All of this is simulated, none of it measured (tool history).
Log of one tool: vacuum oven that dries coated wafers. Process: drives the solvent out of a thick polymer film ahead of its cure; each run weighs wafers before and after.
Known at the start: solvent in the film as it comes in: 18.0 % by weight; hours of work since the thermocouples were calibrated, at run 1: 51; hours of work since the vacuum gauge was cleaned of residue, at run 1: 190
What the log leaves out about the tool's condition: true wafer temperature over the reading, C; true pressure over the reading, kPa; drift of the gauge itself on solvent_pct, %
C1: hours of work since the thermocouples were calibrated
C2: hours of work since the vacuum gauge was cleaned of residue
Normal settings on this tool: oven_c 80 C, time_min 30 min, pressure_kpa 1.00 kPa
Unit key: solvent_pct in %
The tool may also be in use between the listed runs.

{"run": 1, "day": 0.0, "oven_c": 80, "time_min": 30, "pressure_kpa": 1.0, "C1": 51, "C2": 190, "solvent_pct": 1.67}
{"run": 2, "day": 0.35, "oven_c": 80, "time_min": 30, "pressure_kpa": 1.0, "C1": 57, "C2": 196, "solvent_pct": 1.68}
{"run": 3, "day": 0.758, "oven_c": 80, "time_min": 30, "pressure_kpa": 1.0, "C1": 64, "C2": 203, "solvent_pct": 1.66}
{"run": 4, "day": 1.142, "oven_c": 80, "time_min": 30, "pressure_kpa": 1.0, "C1": 71, "C2": 210, "solvent_pct": 1.78}
{"run": 5, "day": 1.592, "oven_c": 80, "time_min": 30, "pressure_kpa": 1.0, "C1": 79, "C2": 218, "solvent_pct": 1.72}
{"run": 6, "day": 1.912, "oven_c": 80, "time_min": 30, "pressure_kpa": 1.0, "C1": 85, "C2": 224, "solvent_pct": 1.65}
{"run": 7, "day": 2.2, "oven_c": 80, "time_min": 30, "pressure_kpa": 1.0, "C1": 90, "C2": 229, "solvent_pct": 1.82}
{"run": 8, "day": 2.558, "oven_c": 80, "time_min": 30, "pressure_kpa": 1.0, "C1": 96, "C2": 235, "solvent_pct": 1.77}
{"run": 9, "day": 2.892, "oven_c": 80, "time_min": 30, "pressure_kpa": 1.0, "C1": 102, "C2": 241, "solvent_pct": 1.71}
{"run": 10, "day": 3.221, "oven_c": 80, "time_min": 16, "pressure_kpa": 1.0, "C1": 108, "C2": 247, "solvent_pct": 4.16}
{"run": 11, "day": 3.692, "oven_c": 80, "time_min": 16, "pressure_kpa": 1.0, "C1": 116, "C2": 255, "solvent_pct": 4.04}
{"run": 12, "day": 3.95, "oven_c": 80, "time_min": 30, "pressure_kpa": 1.0, "C1": 120, "C2": 259, "solvent_pct": 1.73}
{"run": 13, "day": 4.408, "oven_c": 80, "time_min": 30, "pressure_kpa": 0.97, "C1": 129, "C2": 267, "solvent_pct": 1.74}
{"run": 14, "day": 4.704, "oven_c": 80, "time_min": 30, "pressure_kpa": 0.97, "C1": 134, "C2": 273, "solvent_pct": 1.78}
{"run": 15, "day": 5.071, "oven_c": 80, "time_min": 30, "pressure_kpa": 0.97, "C1": 140, "C2": 279, "solvent_pct": 1.74}
{"run": 16, "day": 5.562, "oven_c": 92, "time_min": 23, "pressure_kpa": 1.8, "C1": 149, "C2": 288, "solvent_pct": 1.0}
{"run": 17, "day": 5.946, "oven_c": 92, "time_min": 27, "pressure_kpa": 0.5, "C1": 156, "C2": 295, "solvent_pct": 0.33}
{"run": 18, "day": 6.242, "oven_c": 68, "time_min": 33, "pressure_kpa": 1.0, "C1": 161, "C2": 300, "solvent_pct": 4.82}
{"run": 19, "day": 6.662, "oven_c": 68, "time_min": 33, "pressure_kpa": 1.0, "C1": 168, "C2": 307, "solvent_pct": 4.81}
{"run": 20, "day": 7.029, "oven_c": 68, "time_min": 33, "pressure_kpa": 1.0, "C1": 175, "C2": 314, "solvent_pct": 4.79}
{"run": 21, "day": 7.554, "oven_c": 87, "time_min": 33, "pressure_kpa": 1.0, "C1": 184, "C2": 323, "solvent_pct": 0.81}
{"run": 22, "day": 7.938, "oven_c": 87, "time_min": 33, "pressure_kpa": 1.0, "C1": 191, "C2": 330, "solvent_pct": 0.81}
{"run": 23, "day": 8.258, "oven_c": 73, "time_min": 33, "pressure_kpa": 1.1, "C1": 196, "C2": 335, "solvent_pct": 3.41}
{"run": 24, "day": 8.6, "oven_c": 83, "time_min": 18, "pressure_kpa": 1.0, "C1": 202, "C2": 341, "solvent_pct": 2.82}
{"run": 25, "day": 9.121, "oven_c": 85, "time_min": 15, "pressure_kpa": 1.0, "C1": 211, "C2": 350, "solvent_pct": 2.88}
{"run": 26, "day": 9.633, "oven_c": 83, "time_min": 15, "pressure_kpa": 1.0, "C1": 220, "C2": 359, "solvent_pct": 3.51}

Each row is a separate what-if for the run after 26, all from the same tool condition, not one after another. Results?
{"run": "A", "day": 10.088, "oven_c": 94, "time_min": 30, "pressure_kpa": 1.0, "C1": 228, "C2": 367, "solvent_pct": "?"}
{"run": "B", "day": 10.088, "oven_c": 89, "time_min": 30, "pressure_kpa": 1.0, "C1": 228, "C2": 367, "solvent_pct": "?"}
{"run": "C", "day": 10.088, "oven_c": 82, "time_min": 31, "pressure_kpa": 1.92, "C1": 228, "C2": 367, "solvent_pct": "?"}
{"run": "D", "day": 10.088, "oven_c": 80, "time_min": 20, "pressure_kpa": 1.71, "C1": 228, "C2": 367, "solvent_pct": "?"}
{"run": "E", "day": 10.088, "oven_c": 80, "time_min": 30, "pressure_kpa": 1.06, "C1": 228, "C2": 367, "solvent_pct": "?"}

run=A solvent_pct=0.59
run=B solvent_pct=0.74
run=C solvent_pct=2.04
run=D solvent_pct=3.64
run=E solvent_pct=1.84
Without the tool's hidden state the same runs would have given:
run=A solvent_pct=0.53
run=B solvent_pct=0.67
run=C solvent_pct=1.94
run=D solvent_pct=3.54
run=E solvent_pct=1.74
